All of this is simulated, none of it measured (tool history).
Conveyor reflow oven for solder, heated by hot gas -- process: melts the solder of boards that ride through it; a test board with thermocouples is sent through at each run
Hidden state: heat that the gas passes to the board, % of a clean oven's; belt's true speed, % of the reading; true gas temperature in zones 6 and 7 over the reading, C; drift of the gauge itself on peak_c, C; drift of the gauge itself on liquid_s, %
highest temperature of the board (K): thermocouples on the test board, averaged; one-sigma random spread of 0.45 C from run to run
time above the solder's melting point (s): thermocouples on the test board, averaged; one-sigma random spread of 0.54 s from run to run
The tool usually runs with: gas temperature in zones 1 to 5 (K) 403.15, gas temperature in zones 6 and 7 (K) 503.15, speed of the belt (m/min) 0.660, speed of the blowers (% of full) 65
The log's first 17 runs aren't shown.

run   hour  gas temperature in zones 1 to 5 (K)  gas temperature in zones 6 and 7 (K)  speed of the belt (m/min)  speed of the blowers (% of full)  hours of work since the flux was cleaned out  hours of work since the belt drive was overhauled  hours of work since the thermocouples were changed  highest temperature of the board (K)  time above the solder's melting point (s)
 18  552.6                               403.15                                498.15                      0.754                                60                                            84                                                332                                                1128                                469.95                                       19.9
 19  591.3                               403.15                                498.15                      0.754                                60                                           108                                                355                                                1151                                468.15                                       19.6
 20  619.7                               403.15                                505.15                      0.642                                60                                           125                                                373                                                1169                                480.45                                       38.7
 21  658.0                               403.15                                505.15                      0.642                                60                                           149                                                396                                                1192                                480.75                                       38.3
 22  682.5                               403.15                                503.15                      0.560                                72                                           164                                                411                                                1207                                488.35                                       52.2
 23  711.9                               403.15                                503.15                      0.746                                56                                           182                                                429                                                1225                                470.95                                       21.2
 24  739.0                               403.15                                505.15                      0.771                                65                                           198                                                446                                                1242                                474.35                                       25.4
 25  758.2                               403.15                                505.15                      0.771                                65                                           210                                                457                                                1253                                474.75                                       24.6
 26  793.6                               390.15                                503.15                      0.606                                54                                           232                                                479                                                1275                                475.75                                       30.8
 27  822.7                               402.15                                503.15                      0.616                                87                                           249                                                497                                                1293                                487.35                                       46.7
 28  847.5                               413.15                                503.15                      0.660                                75                                           265                                                512                                                1308                                483.75                                       43.3
 29  865.7                               413.15                                503.15                      0.669                                75                                           276                                                523                                                1319                                483.15                                       43.0
 30  900.9                               402.15                                503.15                      0.660                                87                                           297                                                545                                                1341                                484.95                                       40.9

What if the next run were any one of these 4? Each begins from the tool's condition after run 30:
  A  929.6                               402.15                                497.15                      0.712                                63                                           315                                                562                                                1358                                     ?                                          ?
  B  929.6                               400.15                                503.15                      0.758                                51                                           315                                                562                                                1358                                     ?                                          ?
  C  929.6                               401.15                                503.15                      0.660                                87                                           315                                                562                                                1358                                     ?                                          ?
  D  929.6                               406.15                                506.15                      0.694                                87                                           315                                                562                                                1358                                     ?                                          ?

run  highest temperature of the board (K)  time above the solder's melting point (s)
  A                                469.75                                       21.3
  B                                464.75                                       13.5
  C                                483.45                                       39.8
  D                                486.35                                       40.1
Stripped of hidden state, with their random variation kept, the same runs would have yielded:
run  highest temperature of the board (K)  time above the solder's melting point (s)
  A                                471.45                                       23.7
  B                                466.45                                       15.9
  C                                485.15                                       41.8
  D                                488.25                                       41.9
